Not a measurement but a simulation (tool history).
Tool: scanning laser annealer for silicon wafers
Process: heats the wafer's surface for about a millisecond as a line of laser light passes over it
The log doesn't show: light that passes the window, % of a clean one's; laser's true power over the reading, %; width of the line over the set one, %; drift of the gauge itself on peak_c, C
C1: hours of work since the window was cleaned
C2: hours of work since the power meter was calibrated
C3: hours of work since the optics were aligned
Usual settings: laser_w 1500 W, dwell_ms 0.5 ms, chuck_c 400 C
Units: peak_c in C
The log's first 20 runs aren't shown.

{"run": 21, "day": 10.392, "laser_w": 1500, "dwell_ms": 0.5, "chuck_c": 402, "C1": 121, "C2": 688, "C3": 451, "peak_c": 1200}
{"run": 22, "day": 10.796, "laser_w": 1334, "dwell_ms": 0.375, "chuck_c": 401, "C1": 128, "C2": 695, "C3": 459, "peak_c": 1000}
{"run": 23, "day": 11.396, "laser_w": 1556, "dwell_ms": 0.436, "chuck_c": 361, "C1": 138, "C2": 706, "C3": 469, "peak_c": 1145}
{"run": 24, "day": 11.779, "laser_w": 1556, "dwell_ms": 0.394, "chuck_c": 361, "C1": 145, "C2": 712, "C3": 476, "peak_c": 1106}
{"run": 25, "day": 12.417, "laser_w": 1288, "dwell_ms": 0.381, "chuck_c": 364, "C1": 156, "C2": 723, "C3": 487, "peak_c": 941}
{"run": 26, "day": 12.738, "laser_w": 1394, "dwell_ms": 0.354, "chuck_c": 377, "C1": 162, "C2": 729, "C3": 492, "peak_c": 989}
{"run": 27, "day": 13.25, "laser_w": 1303, "dwell_ms": 0.374, "chuck_c": 385, "C1": 171, "C2": 738, "C3": 501, "peak_c": 960}
{"run": 28, "day": 13.9, "laser_w": 1500, "dwell_ms": 0.5, "chuck_c": 434, "C1": 182, "C2": 749, "C3": 513, "peak_c": 1229}
{"run": 29, "day": 14.421, "laser_w": 1519, "dwell_ms": 0.5, "chuck_c": 438, "C1": 191, "C2": 759, "C3": 522, "peak_c": 1238}
{"run": 30, "day": 15.112, "laser_w": 1383, "dwell_ms": 0.514, "chuck_c": 434, "C1": 203, "C2": 771, "C3": 534, "peak_c": 1156}
{"run": 31, "day": 15.871, "laser_w": 1525, "dwell_ms": 0.421, "chuck_c": 415, "C1": 217, "C2": 784, "C3": 547, "peak_c": 1160}
{"run": 32, "day": 16.25, "laser_w": 1525, "dwell_ms": 0.421, "chuck_c": 415, "C1": 223, "C2": 790, "C3": 554, "peak_c": 1155}
{"run": 33, "day": 16.592, "laser_w": 1629, "dwell_ms": 0.5, "chuck_c": 411, "C1": 229, "C2": 796, "C3": 560, "peak_c": 1281}
{"run": 34, "day": 16.979, "laser_w": 1316, "dwell_ms": 0.362, "chuck_c": 393, "C1": 236, "C2": 803, "C3": 567, "peak_c": 964}
{"run": 35, "day": 17.425, "laser_w": 1316, "dwell_ms": 0.362, "chuck_c": 393, "C1": 244, "C2": 811, "C3": 574, "peak_c": 965}
{"run": 36, "day": 18.008, "laser_w": 1504, "dwell_ms": 0.454, "chuck_c": 363, "C1": 254, "C2": 821, "C3": 585, "peak_c": 1113}
{"run": 37, "day": 18.338, "laser_w": 1523, "dwell_ms": 0.5, "chuck_c": 367, "C1": 260, "C2": 827, "C3": 590, "peak_c": 1166}
{"run": 38, "day": 18.983, "laser_w": 1500, "dwell_ms": 0.414, "chuck_c": 377, "C1": 271, "C2": 838, "C3": 602, "peak_c": 1092}
{"run": 39, "day": 19.646, "laser_w": 1500, "dwell_ms": 0.414, "chuck_c": 377, "C1": 283, "C2": 850, "C3": 613, "peak_c": 1088}
{"run": 40, "day": 19.983, "laser_w": 1500, "dwell_ms": 0.414, "chuck_c": 377, "C1": 289, "C2": 856, "C3": 619, "peak_c": 1091}
{"run": 41, "day": 20.462, "laser_w": 1500, "dwell_ms": 0.414, "chuck_c": 377, "C1": 297, "C2": 864, "C3": 628, "peak_c": 1092}
{"run": 42, "day": 21.017, "laser_w": 1500, "dwell_ms": 0.414, "chuck_c": 377, "C1": 307, "C2": 874, "C3": 637, "peak_c": 1086}

3 ways to go on from here, each from the tool as it stands after run 42. What would each give?
{"run": "A", "day": 21.779, "laser_w": 1463, "dwell_ms": 0.414, "chuck_c": 379, "C1": 320, "C2": 887, "C3": 651, "peak_c": "?"}
{"run": "B", "day": 21.779, "laser_w": 1500, "dwell_ms": 0.414, "chuck_c": 390, "C1": 320, "C2": 887, "C3": 651, "peak_c": "?"}
{"run": "C", "day": 21.779, "laser_w": 1383, "dwell_ms": 0.5, "chuck_c": 434, "C1": 320, "C2": 887, "C3": 651, "peak_c": "?"}

run=A peak_c=1066
run=B peak_c=1099
run=C peak_c=1131
Without the tool's hidden state the same runs would have given:
run=A peak_c=1113
run=B peak_c=1147
run=C peak_c=1178
